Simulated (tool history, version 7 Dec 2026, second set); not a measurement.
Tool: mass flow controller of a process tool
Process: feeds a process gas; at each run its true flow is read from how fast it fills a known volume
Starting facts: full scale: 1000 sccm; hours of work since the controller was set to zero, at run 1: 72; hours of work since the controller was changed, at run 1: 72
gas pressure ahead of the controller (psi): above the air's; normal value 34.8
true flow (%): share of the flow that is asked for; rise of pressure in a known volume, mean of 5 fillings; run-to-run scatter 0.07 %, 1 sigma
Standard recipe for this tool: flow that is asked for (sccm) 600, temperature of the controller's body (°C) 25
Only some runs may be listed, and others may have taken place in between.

run	hour	flow that is asked for (sccm)	gas pressure ahead of the controller (psi)	temperature of the controller's body (°C)	hours of work since the controller was set to zero	hours of work since the controller was changed	true flow (%)
1	0.0	600	34.8	25	72	72	99.04
2	113.3	600	34.8	25	119	119	99.02
3	208.3	600	31.8	25	159	159	98.89
4	355.2	600	31.8	25	220	220	98.73
5	504.0	600	31.8	25	282	282	98.67
6	703.7	600	31.8	25	365	365	98.71
7	789.6	600	24.4	25	401	401	98.41
# hour 804.7: controller's zero set anew
8	963.4	600	24.4	25	66	473	98.28
9	1163.5	600	24.4	25	149	556	98.32
10	1310.2	600	24.4	25	210	617	97.96
11	1402.0	600	24.4	25	249	655	98.27
# hour 1564.7: controller's zero set anew, once more
12	1591.9	474	34.8	25	11	734	98.63
13	1800.5	474	34.8	25	98	821	98.54
14	1997.5	600	26.3	25	180	903	98.48
15	2123.2	146	26.4	25	232	955	96.76
16	2279.6	146	31.9	25	298	1020	96.70
17	2486.1	348	24.1	28	383	1106	97.62
18	2692.6	329	24.1	28	469	1192	97.64
19	2802.3	130	24.1	28	515	1238	96.17
20	2957.2	130	24.1	28	580	1302	96.12
21	3084.2	130	24.1	28	632	1355	95.88
22	3206.1	600	22.3	23	683	1406	97.97
23	3403.5	600	22.3	23	765	1488	97.93

Across each entry between runs, compare the hidden state at the last listed run before it with the hidden state at the first listed run after it:
Runs 7 to 8: controller's zero set anew (hour 804.7)
  flow at rest that the sensor doesn't see, % of full scale: -0.108 -> -0.16; true flow over the shown one, %: 0.11 -> 0.1
  measured value less the no-hidden-state value, true flow (%): -0.07 -> -0.17
Runs 11 to 12: controller's zero set anew, once more (hour 1564.7)
  flow at rest that the sensor doesn't see, % of full scale: -0.208 -> -0.008; true flow over the shown one, %: 0.08 -> 0.07
  measured value less the no-hidden-state value, true flow (%): -0.26 -> +0.05
